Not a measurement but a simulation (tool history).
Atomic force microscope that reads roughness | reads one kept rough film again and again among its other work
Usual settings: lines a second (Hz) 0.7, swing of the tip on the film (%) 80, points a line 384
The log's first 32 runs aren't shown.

run,day,lines a second (Hz),swing of the tip on the film (%),points a line,pictures with this tip,hours of work since the height scale was calibrated,roughness of the kept film (nm (root mean square))
33,16.346,0.843,66,587,185,400,2.374
34,16.983,0.843,67,952,214,410,2.268
35,17.462,0.843,67,952,236,417,2.209
36,18.158,0.868,66,776,267,427,2.116
37,18.588,0.739,76,266,287,434,1.967
38,19.121,2.378,76,410,311,442,1.714
39,19.658,0.545,68,729,336,450,1.977
40,20.112,1.309,80,384,356,457,1.718
# day 20.2: new tip fitted
41,20.696,1.309,80,384,23,465,2.816
42,21.008,0.777,88,858,37,470,2.821
43,21.421,0.777,88,858,56,476,2.718
44,22.092,0.777,88,858,86,487,2.584
45,22.712,0.777,88,858,115,496,2.492

3 ways to go on from here, each from the tool as it stands after run 45. What would each give?
A,23.258,2.587,83,858,139,504,?
B,23.258,2.169,80,490,139,504,?
C,23.258,2.226,68,492,139,504,?

run,roughness of the kept film (nm (root mean square))
A,2.028
B,2.139
C,2.36
Without the tool's hidden state the same runs would have given:
run,roughness of the kept film (nm (root mean square))
A,2.713
B,2.862
C,3.159

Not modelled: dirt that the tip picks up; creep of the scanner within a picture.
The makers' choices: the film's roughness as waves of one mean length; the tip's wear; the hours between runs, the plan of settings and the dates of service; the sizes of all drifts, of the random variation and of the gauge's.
